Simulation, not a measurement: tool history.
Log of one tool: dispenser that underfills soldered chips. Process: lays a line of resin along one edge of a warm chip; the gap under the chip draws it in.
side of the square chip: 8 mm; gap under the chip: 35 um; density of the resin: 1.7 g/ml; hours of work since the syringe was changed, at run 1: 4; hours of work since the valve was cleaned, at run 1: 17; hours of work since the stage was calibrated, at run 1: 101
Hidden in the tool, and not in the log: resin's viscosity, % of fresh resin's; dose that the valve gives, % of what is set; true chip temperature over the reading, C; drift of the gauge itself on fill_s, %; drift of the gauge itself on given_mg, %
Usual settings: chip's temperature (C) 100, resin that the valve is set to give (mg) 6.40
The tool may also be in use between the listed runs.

run	hour	chip's temperature (C)	resin that the valve is set to give (mg)	hours of work since the syringe was changed	hours of work since the valve was cleaned	hours of work since the stage was calibrated	time until the resin shows at the far edge (s)	resin that the valve gave (mg)
1	0.0	100	6.40	4	17	101	72.4	6.24
# hour 3.5: new syringe of resin
2	6.2	100	6.76	2	22	105	65.5	6.69
3	10.6	100	6.76	5	25	109	73.8	6.59
# hour 13.0: new syringe of resin
4	17.4	100	6.76	3	30	113	70.0	6.61
# hour 22.6: new syringe of resin
5	22.6	100	6.76	0	33	117	62.1	6.65
6	27.4	100	6.76	4	37	121	72.5	6.54
# hour 31.8: new syringe of resin
7	33.5	100	5.94	1	41	125	64.9	5.69
8	40.0	100	5.94	6	46	130	79.4	5.66
# hour 41.2: new syringe of resin
9	45.9	100	5.55	4	50	134	72.2	5.27
10	49.4	100	8.30	6	53	137	74.8	7.87
# hour 50.5: new syringe of resin
11	55.2	100	8.30	3	57	141	68.3	7.86
# hour 59.8: new syringe of resin
12	61.8	100	8.30	2	62	146	63.7	7.87
13	65.7	100	8.30	4	65	148	71.7	7.85
# hour 69.2: new syringe of resin
14	69.7	100	6.28	0	68	151	62.1	5.88
15	73.2	100	6.28	3	70	154	67.3	5.86
16	76.0	94	6.46	5	72	156	88.8	6.08
# hour 78.3: new syringe of resin
17	80.9	94	6.46	2	76	159	82.0	5.91
18	85.9	94	6.46	6	79	163	89.9	5.96
# hour 87.8: new syringe of resin
19	90.6	102	7.23	2	83	166	62.1	6.71
20	96.5	102	7.23	7	87	171	71.8	6.53
# hour 97.1: new syringe of resin
21	101.2	102	7.38	3	90	174	62.2	6.79
# hour 106.3: new syringe of resin
22	107.8	102	7.38	1	95	179	58.5	6.71
23	112.8	102	7.38	5	99	182	65.7	6.67
# hour 115.4: new syringe of resin
24	117.9	95	5.88	2	102	186	80.5	5.31

Measured less the same run without the tool's hidden state. The same run-to-run variation is in both; the gauge's scatter may not be:
run	time until the resin shows at the far edge (s)	resin that the valve gave (mg)
1	+8.9	-0.13
2	+3.4	-0.16
3	+11.8	-0.19
4	+6.8	-0.21
5	-0.4	-0.24
6	+8.4	-0.26
7	+2.1	-0.25
8	+14.9	-0.28
9	+7.3	-0.28
10	+13.1	-0.44
11	+7.2	-0.47
12	+2.8	-0.50
13	+10.0	-0.52
14	-0.9	-0.41
15	+5.3	-0.43
16	+12.8	-0.46
17	+4.6	-0.48
18	+16.0	-0.50
19	+3.8	-0.58
20	+14.4	-0.61
21	+4.4	-0.64
22	-0.1	-0.67
23	+8.2	-0.70
24	+4.5	-0.58

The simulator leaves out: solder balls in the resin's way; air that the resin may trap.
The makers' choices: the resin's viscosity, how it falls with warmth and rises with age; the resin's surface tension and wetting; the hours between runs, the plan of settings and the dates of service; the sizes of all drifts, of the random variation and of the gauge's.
